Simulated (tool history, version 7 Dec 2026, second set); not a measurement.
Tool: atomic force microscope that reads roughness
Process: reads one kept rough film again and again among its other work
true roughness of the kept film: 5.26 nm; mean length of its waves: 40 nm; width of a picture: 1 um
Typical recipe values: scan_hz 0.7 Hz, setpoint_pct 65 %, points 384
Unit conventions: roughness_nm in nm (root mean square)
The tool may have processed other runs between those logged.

run 1 hour=0 | scan_hz=0.7 setpoint_pct=65 points=384 | roughness_nm=3.662
run 2 hour=9.7 | scan_hz=0.7 setpoint_pct=71 points=384 | roughness_nm=3.572
run 3 hour=20.5 | scan_hz=0.7 setpoint_pct=76 points=384 | roughness_nm=3.44
run 4 hour=29.5 | scan_hz=0.7 setpoint_pct=76 points=384 | roughness_nm=3.409
run 5 hour=41.9 | scan_hz=0.7 setpoint_pct=76 points=384 | roughness_nm=3.303
run 6 hour=53.7 | scan_hz=0.7 setpoint_pct=88 points=384 | roughness_nm=3.157
run 7 hour=64 | scan_hz=0.7 setpoint_pct=88 points=384 | roughness_nm=3.083
run 8 hour=72.1 | scan_hz=0.7 setpoint_pct=88 points=384 | roughness_nm=3.031
-- hour=74.3 new tip fitted
run 9 hour=80.5 | scan_hz=0.7 setpoint_pct=88 points=384 | roughness_nm=4.295
run 10 hour=89.2 | scan_hz=0.7 setpoint_pct=88 points=384 | roughness_nm=4.16
run 11 hour=96.9 | scan_hz=2.685 setpoint_pct=65 points=384 | roughness_nm=4.098
run 12 hour=106.7 | scan_hz=2.685 setpoint_pct=65 points=384 | roughness_nm=3.958
-- hour=108.7 height scale calibrated on a step standard
run 13 hour=117.8 | scan_hz=0.7 setpoint_pct=65 points=384 | roughness_nm=3.991
run 14 hour=124.5 | scan_hz=0.693 setpoint_pct=67 points=1013 | roughness_nm=3.925
run 15 hour=131.1 | scan_hz=2.779 setpoint_pct=58 points=376 | roughness_nm=3.77
run 16 hour=141.4 | scan_hz=3.178 setpoint_pct=65 points=315 | roughness_nm=3.586
run 17 hour=150.1 | scan_hz=0.7 setpoint_pct=72 points=384 | roughness_nm=3.644
run 18 hour=157.9 | scan_hz=0.994 setpoint_pct=64 points=307 | roughness_nm=3.574
run 19 hour=164.1 | scan_hz=2.514 setpoint_pct=64 points=487 | roughness_nm=3.419
run 20 hour=171.7 | scan_hz=0.7 setpoint_pct=78 points=277 | roughness_nm=3.4
-- hour=177.5 height scale calibrated on a step standard, once more
run 21 hour=181.3 | scan_hz=2.217 setpoint_pct=78 points=933 | roughness_nm=3.211
run 22 hour=194.7 | scan_hz=2.217 setpoint_pct=81 points=836 | roughness_nm=3.089
run 23 hour=201 | scan_hz=2.217 setpoint_pct=81 points=836 | roughness_nm=3.055
run 24 hour=208.7 | scan_hz=2.217 setpoint_pct=81 points=836 | roughness_nm=2.98
run 25 hour=216.4 | scan_hz=2.217 setpoint_pct=81 points=836 | roughness_nm=2.94

Pick out some run-to-run changes in roughness_nm. Of each, how much would a tool without hidden state show as well, from the settings, what came in and chance, and how much is left for the hidden state and any gauge scatter not in both results compared?
The hidden state here: radius of the tip, nm; height scale over the true one, %; drift of the gauge itself on roughness_nm, %.
Run 8 -> 9: new tip fitted. roughness_nm +1.264 nm (root mean square): hidden state +1.296, all else -0.032.
Run 12 -> 13: scan_hz 2.685 -> 0.7, height scale calibrated on a step standard. roughness_nm +0.033 nm (root mean square): hidden state -0.151, all else +0.184.
Run 20 -> 21: scan_hz 0.7 -> 2.217, points 277 -> 933, height scale calibrated on a step standard, once more. roughness_nm -0.189 nm (root mean square): hidden state +0.005, all else -0.194.
